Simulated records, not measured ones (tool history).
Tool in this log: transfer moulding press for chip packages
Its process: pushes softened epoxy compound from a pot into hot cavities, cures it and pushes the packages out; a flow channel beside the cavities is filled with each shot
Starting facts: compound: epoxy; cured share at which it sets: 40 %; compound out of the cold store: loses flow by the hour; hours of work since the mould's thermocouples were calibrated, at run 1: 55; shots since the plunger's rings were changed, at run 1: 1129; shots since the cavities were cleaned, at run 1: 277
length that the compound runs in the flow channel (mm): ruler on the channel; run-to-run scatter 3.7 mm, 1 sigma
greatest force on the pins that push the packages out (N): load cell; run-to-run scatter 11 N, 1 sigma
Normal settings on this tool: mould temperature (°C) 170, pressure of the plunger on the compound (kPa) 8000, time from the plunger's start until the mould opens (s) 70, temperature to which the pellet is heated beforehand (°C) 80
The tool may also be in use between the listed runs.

| run | hour | mould temperature (°C) | pressure of the plunger on the compound (kPa) | time from the plunger's start until the mould opens (s) | temperature to which the pellet is heated beforehand (°C) | hours of work since the mould's thermocouples were calibrated | shots since the plunger's rings were changed | shots since the cavities were cleaned | incoming compound's hours out of the cold store | length that the compound runs in the flow channel (mm) | greatest force on the pins that push the packages out (N) |
|---|---|---|---|---|---|---|---|---|---|---|---|
| 1 | 0 | 170 | 8000 | 70 | 80 | 55 | 1129 | 277 | 44.7 | 692 | 780 |
| 2 | 21.9 | 170 | 8000 | 70 | 80 | 65 | 1356 | 504 | 29.4 | 708 | 953 |
| 3 | 38.9 | 170 | 8000 | 70 | 80 | 73 | 1533 | 681 | 31.5 | 700 | 1061 |
|  | 57 | cavities cleaned with cleaning compound and waxed |
| 4 | 66.7 | 170 | 8960 | 70 | 80 | 85 | 1806 | 100 | 29.1 | 740 | 660 |
| 5 | 95 | 170 | 8000 | 70 | 80 | 99 | 2101 | 395 | 37.8 | 687 | 897 |
| 6 | 122.3 | 170 | 8000 | 70 | 80 | 111 | 2384 | 678 | 46.7 | 672 | 991 |
| 7 | 136.8 | 170 | 8000 | 70 | 80 | 118 | 2535 | 829 | 25.9 | 696 | 1100 |
|  | 143 | cavities cleaned with cleaning compound and waxed |
| 8 | 168.5 | 170 | 8000 | 70 | 80 | 132 | 2849 | 265 | 31.2 | 686 | 818 |
| 9 | 192.5 | 170 | 8000 | 70 | 80 | 144 | 3098 | 514 | 17.1 | 700 | 978 |
| 10 | 209.4 | 171 | 8000 | 70 | 80 | 152 | 3274 | 690 | 23.7 | 684 | 993 |
|  | 228 | cavities cleaned with cleaning compound and waxed |
|  | 235.3 | plunger's sealing rings changed |
| 11 | 244.7 | 171 | 8000 | 70 | 80 | 166 | 98 | 148 | 16.9 | 740 | 695 |
| 12 | 259.5 | 170 | 8000 | 80 | 80 | 173 | 251 | 301 | 20 | 734 | 648 |
| 13 | 278.7 | 170 | 8000 | 80 | 80 | 182 | 451 | 501 | 9.6 | 742 | 760 |
| 14 | 300.6 | 170 | 8000 | 80 | 80 | 193 | 679 | 729 | 33.8 | 715 | 816 |
|  | 315.3 | cavities cleaned with cleaning compound and waxed |
| 15 | 318.7 | 170 | 8000 | 80 | 80 | 200 | 851 | 35 | 35.5 | 706 | 425 |
| 16 | 334.4 | 165 | 6430 | 80 | 80 | 208 | 1015 | 199 | 29.5 | 654 | 769 |
| 17 | 352 | 170 | 7860 | 56 | 88 | 216 | 1197 | 381 | 22.4 | 711 | 1613 |
| 18 | 371.6 | 170 | 7860 | 56 | 88 | 225 | 1401 | 585 | 27.6 | 697 | 1837 |
| 19 | 393 | 170 | 7860 | 56 | 88 | 235 | 1623 | 807 | 41.7 | 680 | 1921 |
|  | 401.3 | cavities cleaned with cleaning compound and waxed |
| 20 | 411.7 | 170 | 7860 | 56 | 88 | 244 | 1802 | 108 | 44.1 | 675 | 1185 |
| 21 | 443 | 170 | 8000 | 70 | 71 | 258 | 2127 | 433 | 23.1 | 702 | 1008 |
| 22 | 468.6 | 165 | 9870 | 56 | 71 | 270 | 2394 | 700 | 44.5 | 766 | 2541 |
|  | 485.3 | cavities cleaned with cleaning compound and waxed |
| 23 | 491.3 | 165 | 9870 | 56 | 71 | 280 | 2614 | 62 | 38.8 | 764 | 1559 |
| 24 | 526 | 169 | 9650 | 70 | 81 | 297 | 2975 | 423 | 21.8 | 767 | 1025 |
| 25 | 548.3 | 169 | 9650 | 70 | 81 | 307 | 3206 | 654 | 8.2 | 785 | 1179 |
|  | 570.6 | cavities cleaned with cleaning compound and waxed |
| 26 | 572.6 | 169 | 9650 | 70 | 81 | 318 | 3443 | 21 | 13.5 | 768 | 616 |
|  | 581.1 | plunger's sealing rings changed |
| 27 | 599.3 | 169 | 9650 | 70 | 81 | 329 | 188 | 272 | 44.1 | 779 | 840 |
| 28 | 634.1 | 169 | 9650 | 70 | 81 | 346 | 550 | 634 | 45 | 772 | 1129 |

Forecast each of these 3 alternatives for the next run:
| A | 653.7 | 169 | 9650 | 92 | 73 | 355 | 754 | 838 | 42.8 | ? | ? |
| B | 653.7 | 170 | 6070 | 70 | 80 | 355 | 754 | 838 | 17.7 | ? | ? |
| C | 653.7 | 170 | 8000 | 70 | 80 | 355 | 754 | 838 | 17.8 | ? | ? |

| run | length that the compound runs in the flow channel (mm) | greatest force on the pins that push the packages out (N) |
|---|---|---|
| A | 772 | 738 |
| B | 639 | 1121 |
| C | 734 | 1241 |
Had the tool no hidden state, the same runs would have come out as:
| run | length that the compound runs in the flow channel (mm) | greatest force on the pins that push the packages out (N) |
|---|---|---|
| A | 782 | 339 |
| B | 647 | 504 |
| C | 744 | 563 |
